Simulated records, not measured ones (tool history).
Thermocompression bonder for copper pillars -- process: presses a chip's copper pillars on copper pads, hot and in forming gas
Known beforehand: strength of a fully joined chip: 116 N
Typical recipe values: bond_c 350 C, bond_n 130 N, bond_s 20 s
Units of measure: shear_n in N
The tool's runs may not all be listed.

run 1 hour=0.0 | bond_c=350 bond_n=130 bond_s=20 | shear_n=73.7
run 2 hour=62.8 | bond_c=350 bond_n=130 bond_s=20 | shear_n=72.1
run 3 hour=122.7 | bond_c=350 bond_n=130 bond_s=20 | shear_n=71.4
run 4 hour=183.9 | bond_c=350 bond_n=130 bond_s=34 | shear_n=79.7
run 5 hour=249.5 | bond_c=350 bond_n=130 bond_s=34 | shear_n=80.3
run 6 hour=312.2 | bond_c=350 bond_n=78 bond_s=20 | shear_n=54.6
run 7 hour=377.4 | bond_c=350 bond_n=78 bond_s=20 | shear_n=55.3
run 8 hour=438.1 | bond_c=350 bond_n=130 bond_s=20 | shear_n=67.1
-- hour=483.4 forming gas filter changed
run 9 hour=485.1 | bond_c=350 bond_n=130 bond_s=20 | shear_n=74.0
run 10 hour=532.9 | bond_c=350 bond_n=130 bond_s=20 | shear_n=74.1
run 11 hour=589.1 | bond_c=350 bond_n=130 bond_s=20 | shear_n=72.3
-- hour=595.5 force cell calibrated
run 12 hour=655.9 | bond_c=350 bond_n=130 bond_s=20 | shear_n=71.3
-- hour=706.7 force cell calibrated, once more
run 13 hour=706.7 | bond_c=350 bond_n=130 bond_s=28 | shear_n=80.1
run 14 hour=747.1 | bond_c=350 bond_n=130 bond_s=14 | shear_n=66.1
run 15 hour=810.0 | bond_c=350 bond_n=130 bond_s=14 | shear_n=65.2
run 16 hour=861.7 | bond_c=350 bond_n=113 bond_s=20 | shear_n=69.0
run 17 hour=897.8 | bond_c=350 bond_n=130 bond_s=18 | shear_n=70.2
run 18 hour=925.2 | bond_c=350 bond_n=130 bond_s=18 | shear_n=69.4
run 19 hour=981.1 | bond_c=350 bond_n=99 bond_s=20 | shear_n=60.8
run 20 hour=1022.6 | bond_c=350 bond_n=95 bond_s=20 | shear_n=62.8
run 21 hour=1052.6 | bond_c=350 bond_n=104 bond_s=20 | shear_n=64.4
run 22 hour=1106.5 | bond_c=350 bond_n=104 bond_s=20 | shear_n=63.1
run 23 hour=1148.2 | bond_c=350 bond_n=104 bond_s=20 | shear_n=62.2
-- hour=1172.4 forming gas filter changed
run 24 hour=1187.0 | bond_c=377 bond_n=130 bond_s=58 | shear_n=105.7
run 25 hour=1221.5 | bond_c=377 bond_n=130 bond_s=58 | shear_n=107.2
run 26 hour=1264.4 | bond_c=356 bond_n=105 bond_s=20 | shear_n=73.4
run 27 hour=1328.9 | bond_c=372 bond_n=81 bond_s=38 | shear_n=83.8
run 28 hour=1358.7 | bond_c=362 bond_n=130 bond_s=25 | shear_n=85.0
run 29 hour=1398.8 | bond_c=350 bond_n=84 bond_s=20 | shear_n=60.3
run 30 hour=1441.3 | bond_c=370 bond_n=130 bond_s=20 | shear_n=83.2
run 31 hour=1506.0 | bond_c=350 bond_n=124 bond_s=24 | shear_n=75.5
-- hour=1524.0 heater calibrated with a thermocouple chip
run 32 hour=1545.4 | bond_c=322 bond_n=88 bond_s=20 | shear_n=43.2
run 33 hour=1609.6 | bond_c=322 bond_n=132 bond_s=38 | shear_n=64.3
run 34 hour=1666.1 | bond_c=378 bond_n=87 bond_s=29 | shear_n=76.6
run 35 hour=1718.6 | bond_c=340 bond_n=113 bond_s=17 | shear_n=55.2
run 36 hour=1782.7 | bond_c=331 bond_n=101 bond_s=20 | shear_n=48.4
run 37 hour=1843.8 | bond_c=331 bond_n=101 bond_s=20 | shear_n=48.9
-- hour=1863.5 forming gas filter changed
run 38 hour=1881.9 | bond_c=331 bond_n=168 bond_s=20 | shear_n=68.9
run 39 hour=1918.2 | bond_c=366 bond_n=130 bond_s=20 | shear_n=79.1
run 40 hour=1948.0 | bond_c=366 bond_n=130 bond_s=49 | shear_n=96.5

Run by run, hidden condition taken away, random variation retained:
Hidden state present: true temperature of the bond over the reading, C; force that reaches the chip, % of what is set; oxide that the forming gas leaves, % of the face; drift of the gauge itself on shear_n, %.
run=1 shear_n=75.4
run=2 shear_n=74.6
run=3 shear_n=74.6
run=4 shear_n=84.2
run=5 shear_n=85.9
run=6 shear_n=58.9
run=7 shear_n=60.3
run=8 shear_n=74.2
run=9 shear_n=73.8
run=10 shear_n=74.5
run=11 shear_n=73.3
run=12 shear_n=73.6
run=13 shear_n=80.6
run=14 shear_n=66.5
run=15 shear_n=66.4
run=16 shear_n=71.0
run=17 shear_n=72.8
run=18 shear_n=72.3
run=19 shear_n=63.8
run=20 shear_n=66.4
run=21 shear_n=68.5
run=22 shear_n=67.9
run=23 shear_n=67.5
run=24 shear_n=104.9
run=25 shear_n=107.0
run=26 shear_n=72.2
run=27 shear_n=84.0
run=28 shear_n=85.6
run=29 shear_n=60.4
run=30 shear_n=85.1
run=31 shear_n=77.7
run=32 shear_n=47.7
run=33 shear_n=71.2
run=34 shear_n=85.2
run=35 shear_n=62.5
run=36 shear_n=55.6
run=37 shear_n=56.8
run=38 shear_n=71.3
run=39 shear_n=81.9
run=40 shear_n=99.5
